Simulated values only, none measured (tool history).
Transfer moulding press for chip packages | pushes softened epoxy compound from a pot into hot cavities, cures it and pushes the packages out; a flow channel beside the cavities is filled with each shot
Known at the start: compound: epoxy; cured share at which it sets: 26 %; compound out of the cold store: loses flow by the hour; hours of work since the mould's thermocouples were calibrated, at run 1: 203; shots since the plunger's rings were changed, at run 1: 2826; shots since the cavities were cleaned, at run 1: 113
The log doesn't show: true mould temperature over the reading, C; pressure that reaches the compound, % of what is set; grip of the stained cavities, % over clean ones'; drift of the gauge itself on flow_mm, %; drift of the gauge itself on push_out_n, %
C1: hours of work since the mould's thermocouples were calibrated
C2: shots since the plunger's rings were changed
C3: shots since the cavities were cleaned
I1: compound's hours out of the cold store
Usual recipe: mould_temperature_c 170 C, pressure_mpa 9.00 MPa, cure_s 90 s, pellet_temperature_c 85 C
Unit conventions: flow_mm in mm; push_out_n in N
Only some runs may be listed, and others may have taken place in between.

run 1 hour=0.0 | mould_temperature_c=170 pressure_mpa=9.00 cure_s=90 pellet_temperature_c=85 | C1=203 C2=2826 C3=113 | I1=24.3 | flow_mm=868 push_out_n=597
run 2 hour=8.9 | mould_temperature_c=170 pressure_mpa=9.00 cure_s=90 pellet_temperature_c=85 | C1=210 C2=2944 C3=231 | I1=45.7 | flow_mm=761 push_out_n=640
run 3 hour=16.5 | mould_temperature_c=170 pressure_mpa=9.00 cure_s=90 pellet_temperature_c=85 | C1=216 C2=3045 C3=332 | I1=43.6 | flow_mm=770 push_out_n=701
run 4 hour=23.4 | mould_temperature_c=170 pressure_mpa=9.00 cure_s=90 pellet_temperature_c=85 | C1=221 C2=3136 C3=423 | I1=35.6 | flow_mm=812 push_out_n=747
run 5 hour=28.8 | mould_temperature_c=170 pressure_mpa=9.00 cure_s=90 pellet_temperature_c=85 | C1=225 C2=3207 C3=494 | I1=37.6 | flow_mm=799 push_out_n=794
run 6 hour=37.5 | mould_temperature_c=170 pressure_mpa=9.00 cure_s=90 pellet_temperature_c=85 | C1=231 C2=3322 C3=609 | I1=41.1 | flow_mm=781 push_out_n=817
run 7 hour=45.2 | mould_temperature_c=170 pressure_mpa=9.00 cure_s=90 pellet_temperature_c=85 | C1=237 C2=3425 C3=712 | I1=26.9 | flow_mm=854 push_out_n=847
run 8 hour=52.1 | mould_temperature_c=170 pressure_mpa=9.00 cure_s=90 pellet_temperature_c=95 | C1=242 C2=3516 C3=803 | I1=47.6 | flow_mm=747 push_out_n=839
run 9 hour=60.7 | mould_temperature_c=170 pressure_mpa=9.00 cure_s=90 pellet_temperature_c=82 | C1=249 C2=3630 C3=917 | I1=15.4 | flow_mm=909 push_out_n=957
run 10 hour=69.9 | mould_temperature_c=170 pressure_mpa=9.00 cure_s=90 pellet_temperature_c=82 | C1=255 C2=3752 C3=1039 | I1=43.9 | flow_mm=767 push_out_n=939
-- hour=72.9 cavities cleaned with cleaning compound and waxed
run 11 hour=78.0 | mould_temperature_c=170 pressure_mpa=9.00 cure_s=90 pellet_temperature_c=82 | C1=260 C2=3840 C3=68 | I1=24.2 | flow_mm=861 push_out_n=588
run 12 hour=86.6 | mould_temperature_c=170 pressure_mpa=9.00 cure_s=90 pellet_temperature_c=87 | C1=267 C2=3953 C3=181 | I1=20.2 | flow_mm=881 push_out_n=636
run 13 hour=92.6 | mould_temperature_c=170 pressure_mpa=9.00 cure_s=90 pellet_temperature_c=85 | C1=271 C2=4033 C3=261 | I1=34.3 | flow_mm=811 push_out_n=691
run 14 hour=100.8 | mould_temperature_c=169 pressure_mpa=9.00 cure_s=90 pellet_temperature_c=85 | C1=277 C2=4142 C3=370 | I1=39.5 | flow_mm=785 push_out_n=760
run 15 hour=110.6 | mould_temperature_c=167 pressure_mpa=7.02 cure_s=90 pellet_temperature_c=85 | C1=285 C2=4271 C3=499 | I1=18.9 | flow_mm=795 push_out_n=985
run 16 hour=117.8 | mould_temperature_c=168 pressure_mpa=6.87 cure_s=90 pellet_temperature_c=85 | C1=290 C2=4367 C3=595 | I1=44.2 | flow_mm=667 push_out_n=910
run 17 hour=125.4 | mould_temperature_c=165 pressure_mpa=7.51 cure_s=90 pellet_temperature_c=91 | C1=296 C2=4468 C3=696 | I1=37.0 | flow_mm=738 push_out_n=1139
run 18 hour=132.4 | mould_temperature_c=165 pressure_mpa=10.67 cure_s=79 pellet_temperature_c=94 | C1=301 C2=4561 C3=789 | I1=22.4 | flow_mm=957 push_out_n=1804
run 19 hour=140.3 | mould_temperature_c=172 pressure_mpa=10.67 cure_s=90 pellet_temperature_c=94 | C1=307 C2=4665 C3=893 | I1=45.4 | flow_mm=814 push_out_n=822
run 20 hour=144.6 | mould_temperature_c=172 pressure_mpa=10.67 cure_s=129 pellet_temperature_c=94 | C1=310 C2=4722 C3=950 | I1=10.1 | flow_mm=1005 push_out_n=764
-- hour=154.3 cavities cleaned with cleaning compound and waxed
run 21 hour=155.2 | mould_temperature_c=170 pressure_mpa=7.73 cure_s=92 pellet_temperature_c=83 | C1=317 C2=4842 C3=11 | I1=8.3 | flow_mm=873 push_out_n=525
run 22 hour=160.8 | mould_temperature_c=170 pressure_mpa=8.65 cure_s=129 pellet_temperature_c=85 | C1=321 C2=4917 C3=86 | I1=30.1 | flow_mm=810 push_out_n=428
run 23 hour=165.0 | mould_temperature_c=170 pressure_mpa=7.27 cure_s=72 pellet_temperature_c=85 | C1=324 C2=4973 C3=142 | I1=35.1 | flow_mm=724 push_out_n=1024
run 24 hour=173.2 | mould_temperature_c=170 pressure_mpa=8.90 cure_s=72 pellet_temperature_c=85 | C1=330 C2=5081 C3=250 | I1=38.9 | flow_mm=776 push_out_n=1148
run 25 hour=177.4 | mould_temperature_c=170 pressure_mpa=10.51 cure_s=97 pellet_temperature_c=85 | C1=333 C2=5136 C3=305 | I1=20.6 | flow_mm=941 push_out_n=660
run 26 hour=185.9 | mould_temperature_c=170 pressure_mpa=7.73 cure_s=90 pellet_temperature_c=85 | C1=340 C2=5249 C3=418 | I1=18.3 | flow_mm=820 push_out_n=811
run 27 hour=194.0 | mould_temperature_c=170 pressure_mpa=10.30 cure_s=100 pellet_temperature_c=87 | C1=346 C2=5356 C3=525 | I1=43.0 | flow_mm=813 push_out_n=690
run 28 hour=202.9 | mould_temperature_c=170 pressure_mpa=10.30 cure_s=100 pellet_temperature_c=87 | C1=352 C2=5474 C3=643 | I1=46.3 | flow_mm=798 push_out_n=760

Here are 3 independent what-if runs from the current tool condition. What would each one return?
run A hour=210.2 | mould_temperature_c=173 pressure_mpa=10.30 cure_s=100 pellet_temperature_c=88 | C1=358 C2=5571 C3=740 | I1=19.2 | flow_mm=? push_out_n=?
run B hour=210.2 | mould_temperature_c=170 pressure_mpa=7.24 cure_s=120 pellet_temperature_c=76 | C1=358 C2=5571 C3=740 | I1=35.1 | flow_mm=? push_out_n=?
run C hour=210.2 | mould_temperature_c=170 pressure_mpa=9.00 cure_s=90 pellet_temperature_c=86 | C1=358 C2=5571 C3=740 | I1=18.3 | flow_mm=? push_out_n=?

run=A flow_mm=924 push_out_n=713
run=B flow_mm=716 push_out_n=714
run=C flow_mm=887 push_out_n=921
Without the tool's unlogged condition, the same runs would have read:
run=A flow_mm=963 push_out_n=396
run=B flow_mm=746 push_out_n=399
run=C flow_mm=924 push_out_n=503
